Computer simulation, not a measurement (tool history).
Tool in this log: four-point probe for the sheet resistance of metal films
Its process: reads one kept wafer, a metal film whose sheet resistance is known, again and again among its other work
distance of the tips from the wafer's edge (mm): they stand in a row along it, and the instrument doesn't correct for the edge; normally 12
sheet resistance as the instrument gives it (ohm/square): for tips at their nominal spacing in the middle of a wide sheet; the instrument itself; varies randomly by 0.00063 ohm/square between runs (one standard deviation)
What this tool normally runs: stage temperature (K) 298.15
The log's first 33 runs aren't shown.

| run | day | stage temperature (K) | distance of the tips from the wafer's edge (mm) | sheet resistance as the instrument gives it (ohm/square) |
|---|---|---|---|---|
| 34 | 18.296 | 305.15 | 73 | 3.091191 |
| 35 | 18.846 | 305.15 | 73 | 3.090802 |
| 36 | 19.25 | 302.15 | 3 | 3.275266 |
| 37 | 19.617 | 307.15 | 25 | 3.085029 |
| 38 | 19.967 | 298.15 | 57 | 3.114666 |
| 39 | 20.479 | 298.15 | 57 | 3.114304 |
| 40 | 21.062 | 303.15 | 29 | 3.097751 |
| 41 | 21.629 | 291.15 | 42 | 3.141102 |
| 42 | 22.088 | 291.15 | 42 | 3.140989 |
| 43 | 22.754 | 304.15 | 6 | 3.137895 |
| 44 | 23.421 | 302.15 | 6 | 3.145102 |

Predict each of these 3 candidate next runs independently; none follows another, all start after run 44:
| A | 23.975 | 294.15 | 6 | ? |
| B | 23.975 | 298.15 | 5 | ? |
| C | 23.975 | 302.15 | 12 | ? |

| run | sheet resistance as the instrument gives it (ohm/square) |
|---|---|
| A | 3.174437 |
| B | 3.179206 |
| C | 3.109909 |
What these runs would have given with no unlogged condition in the tool:
| run | sheet resistance as the instrument gives it (ohm/square) |
|---|---|
| A | 3.184259 |
| B | 3.18904 |
| C | 3.119548 |
